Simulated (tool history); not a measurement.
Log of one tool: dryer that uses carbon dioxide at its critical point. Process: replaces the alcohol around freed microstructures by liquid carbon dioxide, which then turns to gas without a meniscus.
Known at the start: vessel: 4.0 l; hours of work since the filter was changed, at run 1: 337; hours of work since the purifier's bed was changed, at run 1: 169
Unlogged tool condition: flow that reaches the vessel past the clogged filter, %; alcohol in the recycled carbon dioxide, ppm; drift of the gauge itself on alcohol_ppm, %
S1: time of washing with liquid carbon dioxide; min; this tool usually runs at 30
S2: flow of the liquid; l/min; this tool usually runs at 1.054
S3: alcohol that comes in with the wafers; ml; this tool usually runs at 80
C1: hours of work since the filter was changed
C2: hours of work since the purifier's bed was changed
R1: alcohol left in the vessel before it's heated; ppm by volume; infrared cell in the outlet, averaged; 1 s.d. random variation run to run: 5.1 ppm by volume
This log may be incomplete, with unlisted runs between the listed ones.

Run 1, hour 0.0: usual settings; C1 337; C2 169. Result: R1 105 ppm by volume.
Run 2, hour 10.6: usual settings; C1 344; C2 177. Result: R1 103 ppm by volume.
Run 3, hour 16.1: usual settings but S3 61 ml; C1 348; C2 180. Result: R1 81 ppm by volume.
Run 4, hour 22.6: usual settings but S3 61 ml; C1 353; C2 185. Result: R1 87 ppm by volume.
Run 5, hour 30.0: usual settings but S3 61 ml; C1 358; C2 190. Result: R1 84 ppm by volume.
Run 6, hour 38.9: usual settings but S1 35 min; C1 364; C2 196. Result: R1 65 ppm by volume.
At hour 43.7: inlet filter changed.
Run 7, hour 50.7: usual settings but S1 35 min; C1 5; C2 204. Result: R1 48 ppm by volume.
Run 8, hour 56.8: usual settings but S3 32 ml; C1 9; C2 208. Result: R1 52 ppm by volume.
Run 9, hour 63.2: usual settings; C1 14; C2 213. Result: R1 76 ppm by volume.
Run 10, hour 73.0: usual settings; C1 21; C2 220. Result: R1 76 ppm by volume.
Run 11, hour 79.1: usual settings; C1 25; C2 224. Result: R1 80 ppm by volume.
Run 12, hour 84.4: usual settings; C1 29; C2 228. Result: R1 80 ppm by volume.
Run 13, hour 93.0: usual settings; C1 35; C2 234. Result: R1 88 ppm by volume.
Run 14, hour 100.9: usual settings; C1 40; C2 239. Result: R1 86 ppm by volume.
Run 15, hour 112.2: usual settings; C1 48; C2 247. Result: R1 92 ppm by volume.
Run 16, hour 120.9: usual settings; C1 54; C2 253. Result: R1 98 ppm by volume.
Run 17, hour 130.9: usual settings; C1 61; C2 260. Result: R1 89 ppm by volume.
Run 18, hour 140.9: usual settings; C1 68; C2 267. Result: R1 89 ppm by volume.
Run 19, hour 152.3: usual settings but S3 56 ml; C1 76; C2 275. Result: R1 88 ppm by volume.
Run 20, hour 158.2: usual settings but S3 56 ml; C1 80; C2 279. Result: R1 78 ppm by volume.

Estimate the outcome of run 21 from the log above:
Run 21, hour 168.0: usual settings but S3 56 ml; C1 87; C2 286. Result: R1 ?.

R1: 79 ppm by volume
With no hidden state in the tool, this same run would have given R1 36 ppm by volume.

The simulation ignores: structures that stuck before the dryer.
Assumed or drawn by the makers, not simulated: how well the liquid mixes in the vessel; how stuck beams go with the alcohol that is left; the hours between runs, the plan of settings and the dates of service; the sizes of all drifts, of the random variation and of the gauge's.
